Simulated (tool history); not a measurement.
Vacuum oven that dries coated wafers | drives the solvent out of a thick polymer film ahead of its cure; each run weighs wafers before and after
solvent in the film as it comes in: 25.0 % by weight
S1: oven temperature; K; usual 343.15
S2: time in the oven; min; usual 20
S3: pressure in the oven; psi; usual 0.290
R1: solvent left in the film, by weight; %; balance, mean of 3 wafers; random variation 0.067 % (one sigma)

run 1 hour=0.0 | S1=343.15 S2=20 S3=0.290 | R1=4.71
run 2 hour=8.6 | S1=343.15 S2=20 S3=0.290 | R1=4.68
run 3 hour=16.7 | S1=343.15 S2=20 S3=0.290 | R1=4.84
run 4 hour=27.9 | S1=343.15 S2=20 S3=0.587 | R1=5.18
run 5 hour=34.8 | S1=343.15 S2=20 S3=0.290 | R1=4.68
run 6 hour=47.4 | S1=343.15 S2=20 S3=0.290 | R1=4.82
run 7 hour=54.2 | S1=343.15 S2=20 S3=0.290 | R1=4.74
run 8 hour=60.5 | S1=339.15 S2=20 S3=0.290 | R1=7.16
run 9 hour=69.9 | S1=339.15 S2=20 S3=0.290 | R1=6.86
run 10 hour=81.1 | S1=339.15 S2=20 S3=0.290 | R1=6.89
run 11 hour=88.9 | S1=339.15 S2=20 S3=0.290 | R1=6.97
run 12 hour=97.2 | S1=339.15 S2=20 S3=0.290 | R1=7.07
run 13 hour=103.2 | S1=357.15 S2=34 S3=0.360 | R1=0.40
run 14 hour=109.3 | S1=357.15 S2=34 S3=0.210 | R1=0.16
run 15 hour=115.1 | S1=357.15 S2=34 S3=0.210 | R1=0.30
run 16 hour=121.0 | S1=344.15 S2=34 S3=0.833 | R1=2.50
run 17 hour=130.2 | S1=337.15 S2=18 S3=0.482 | R1=9.35
run 18 hour=137.8 | S1=343.15 S2=33 S3=0.795 | R1=2.90
run 19 hour=147.0 | S1=334.15 S2=33 S3=0.173 | R1=6.25
run 20 hour=158.2 | S1=335.15 S2=11 S3=0.348 | R1=13.53
run 21 hour=164.3 | S1=334.15 S2=11 S3=0.453 | R1=14.04

Measured less the same run without the tool's hidden state. The same run-to-run variation is in both; the gauge's scatter may not be:
The hidden state here: true wafer temperature over the reading, C; true pressure over the reading, kPa; drift of the gauge itself on solvent_pct, %.
run=1 R1=+0.24
run=2 R1=+0.25
run=3 R1=+0.25
run=4 R1=+0.26
run=5 R1=+0.26
run=6 R1=+0.27
run=7 R1=+0.27
run=8 R1=+0.31
run=9 R1=+0.31
run=10 R1=+0.31
run=11 R1=+0.32
run=12 R1=+0.33
run=13 R1=+0.01
run=14 R1=+0.01
run=15 R1=+0.02
run=16 R1=+0.18
run=17 R1=+0.36
run=18 R1=+0.21
run=19 R1=+0.36
run=20 R1=+0.30
run=21 R1=+0.30

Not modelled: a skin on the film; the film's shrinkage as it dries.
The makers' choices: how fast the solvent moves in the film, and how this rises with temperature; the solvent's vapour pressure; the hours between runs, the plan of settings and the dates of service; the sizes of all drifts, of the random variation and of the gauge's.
